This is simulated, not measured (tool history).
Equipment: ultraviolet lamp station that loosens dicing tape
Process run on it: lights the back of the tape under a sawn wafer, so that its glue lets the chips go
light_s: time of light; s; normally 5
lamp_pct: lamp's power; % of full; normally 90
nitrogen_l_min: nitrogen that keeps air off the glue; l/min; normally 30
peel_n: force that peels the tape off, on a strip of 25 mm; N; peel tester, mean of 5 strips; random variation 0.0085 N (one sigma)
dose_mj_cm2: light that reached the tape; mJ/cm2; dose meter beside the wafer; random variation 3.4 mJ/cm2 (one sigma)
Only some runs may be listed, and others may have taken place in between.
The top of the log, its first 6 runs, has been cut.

run   hour  light_s  lamp_pct  nitrogen_l_min  hours of work of the lamp  hours of work since the window was cleaned  peel_n  dose_mj_cm2
  7  109.7        5        90              30                        501                                         308   0.353          556
     128.0  -- window cleaned of glue's vapour
  8  135.1        5        90              30                        516                                           4   0.351          548
  9  159.7        9        90              30                        530                                          19   0.111          992
 10  179.4        9        90              30                        542                                          30   0.103          998
 11  190.9        9        90              30                        549                                          37   0.110          994
 12  208.1        9        90              30                        559                                          47   0.114          997
 13  218.4        9        90              30                        565                                          53   0.121          985
 14  232.4        9        90              39                        573                                          62   0.094          988
 15  250.4        5        90              30                        584                                          72   0.347          552
 16  265.4        5        90              30                        593                                          81   0.338          558
 17  275.5        5        90              30                        599                                          87   0.351          546
 18  295.8        3        90              30                        611                                          99   0.791          334
 19  316.6        3        90              30                        623                                         112   0.826          331
 20  341.5        4        90              30                        638                                         126   0.505          445
 21  356.6        4        90              30                        647                                         135   0.506          440
 22  370.0        4        90              30                        655                                         143   0.520          441

What will run 23 give?
 23  392.3        5        70              30                        668                                         156       ?            ?

peel_n: 0.556 N
dose_mj_cm2: 428 mJ/cm2
With the hidden condition absent and the run-to-run variation left alone, this run would have shown peel_n 0.555 N, dose_mj_cm2 428 mJ/cm2.

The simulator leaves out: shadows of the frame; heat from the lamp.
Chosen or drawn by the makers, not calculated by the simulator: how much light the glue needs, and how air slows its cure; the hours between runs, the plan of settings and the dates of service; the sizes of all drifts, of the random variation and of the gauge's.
